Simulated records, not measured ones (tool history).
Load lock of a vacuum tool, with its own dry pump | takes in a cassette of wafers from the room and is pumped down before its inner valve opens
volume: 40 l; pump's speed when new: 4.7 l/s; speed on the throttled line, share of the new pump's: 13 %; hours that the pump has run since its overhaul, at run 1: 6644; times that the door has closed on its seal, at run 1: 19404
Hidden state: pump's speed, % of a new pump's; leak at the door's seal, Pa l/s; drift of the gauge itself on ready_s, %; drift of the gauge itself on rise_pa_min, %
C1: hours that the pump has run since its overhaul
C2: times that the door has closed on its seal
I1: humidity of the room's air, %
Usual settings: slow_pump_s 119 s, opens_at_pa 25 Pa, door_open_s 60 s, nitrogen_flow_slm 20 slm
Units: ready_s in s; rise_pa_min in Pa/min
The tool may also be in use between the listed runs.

run 1 day=0 | slow_pump_s=119 opens_at_pa=25 door_open_s=60 nitrogen_flow_slm=20 | C1=6644 C2=19404 | I1=51.3 | ready_s=175.4 rise_pa_min=0.027
run 2 day=3.192 | slow_pump_s=119 opens_at_pa=25 door_open_s=60 nitrogen_flow_slm=20 | C1=6721 C2=19765 | I1=45.4 | ready_s=173.5 rise_pa_min=0.024
run 3 day=9.421 | slow_pump_s=119 opens_at_pa=25 door_open_s=60 nitrogen_flow_slm=20 | C1=6871 C2=20470 | I1=46.3 | ready_s=172.9 rise_pa_min=0.02
run 4 day=14.9 | slow_pump_s=119 opens_at_pa=25 door_open_s=60 nitrogen_flow_slm=20 | C1=7002 C2=21089 | I1=46 | ready_s=173.6 rise_pa_min=0.023
run 5 day=21.358 | slow_pump_s=119 opens_at_pa=25 door_open_s=60 nitrogen_flow_slm=20 | C1=7157 C2=21819 | I1=44.1 | ready_s=174.1 rise_pa_min=0.028
run 6 day=28.496 | slow_pump_s=119 opens_at_pa=25 door_open_s=60 nitrogen_flow_slm=20 | C1=7328 C2=22626 | I1=47.3 | ready_s=174.6 rise_pa_min=0.023
run 7 day=33.479 | slow_pump_s=119 opens_at_pa=25 door_open_s=60 nitrogen_flow_slm=20 | C1=7448 C2=23190 | I1=45.8 | ready_s=174.3 rise_pa_min=0.025
run 8 day=36.925 | slow_pump_s=119 opens_at_pa=25 door_open_s=43 nitrogen_flow_slm=20 | C1=7531 C2=23579 | I1=44.6 | ready_s=173 rise_pa_min=0.022
run 9 day=43.996 | slow_pump_s=98 opens_at_pa=25 door_open_s=60 nitrogen_flow_slm=20 | C1=7700 C2=24379 | I1=44.9 | ready_s=153.7 rise_pa_min=0.018
run 10 day=48.721 | slow_pump_s=158 opens_at_pa=25 door_open_s=31 nitrogen_flow_slm=11 | C1=7814 C2=24913 | I1=45 | ready_s=207.5 rise_pa_min=0.019
run 11 day=55.367 | slow_pump_s=150 opens_at_pa=25 door_open_s=67 nitrogen_flow_slm=11 | C1=7973 C2=25664 | I1=44.2 | ready_s=201.9 rise_pa_min=0.031
run 12 day=59.058 | slow_pump_s=170 opens_at_pa=48 door_open_s=60 nitrogen_flow_slm=20 | C1=8062 C2=26082 | I1=45.4 | ready_s=214.4 rise_pa_min=0.019

5 ways to go on from here, each from the tool as it stands after run 12. What would each give?
run A day=62.896 | slow_pump_s=170 opens_at_pa=27 door_open_s=60 nitrogen_flow_slm=20 | C1=8154 C2=26516 | I1=43.8 | ready_s=? rise_pa_min=?
run B day=62.896 | slow_pump_s=193 opens_at_pa=23 door_open_s=220 nitrogen_flow_slm=20 | C1=8154 C2=26516 | I1=44.1 | ready_s=? rise_pa_min=?
run C day=62.896 | slow_pump_s=119 opens_at_pa=25 door_open_s=60 nitrogen_flow_slm=20 | C1=8154 C2=26516 | I1=44.1 | ready_s=? rise_pa_min=?
run D day=62.896 | slow_pump_s=170 opens_at_pa=48 door_open_s=76 nitrogen_flow_slm=4 | C1=8154 C2=26516 | I1=45.3 | ready_s=? rise_pa_min=?
run E day=62.896 | slow_pump_s=119 opens_at_pa=25 door_open_s=83 nitrogen_flow_slm=20 | C1=8154 C2=26516 | I1=45.8 | ready_s=? rise_pa_min=?

run=A ready_s=217.6 rise_pa_min=0.025
run=B ready_s=240.6 rise_pa_min=0.033
run=C ready_s=175.3 rise_pa_min=0.018
run=D ready_s=215.5 rise_pa_min=0.031
run=E ready_s=173.7 rise_pa_min=0.026
Without the tool's hidden state the same runs would have given:
run=A ready_s=217.6 rise_pa_min=0.024
run=B ready_s=240.6 rise_pa_min=0.033
run=C ready_s=175.3 rise_pa_min=0.018
run=D ready_s=215.5 rise_pa_min=0.031
run=E ready_s=173.7 rise_pa_min=0.025

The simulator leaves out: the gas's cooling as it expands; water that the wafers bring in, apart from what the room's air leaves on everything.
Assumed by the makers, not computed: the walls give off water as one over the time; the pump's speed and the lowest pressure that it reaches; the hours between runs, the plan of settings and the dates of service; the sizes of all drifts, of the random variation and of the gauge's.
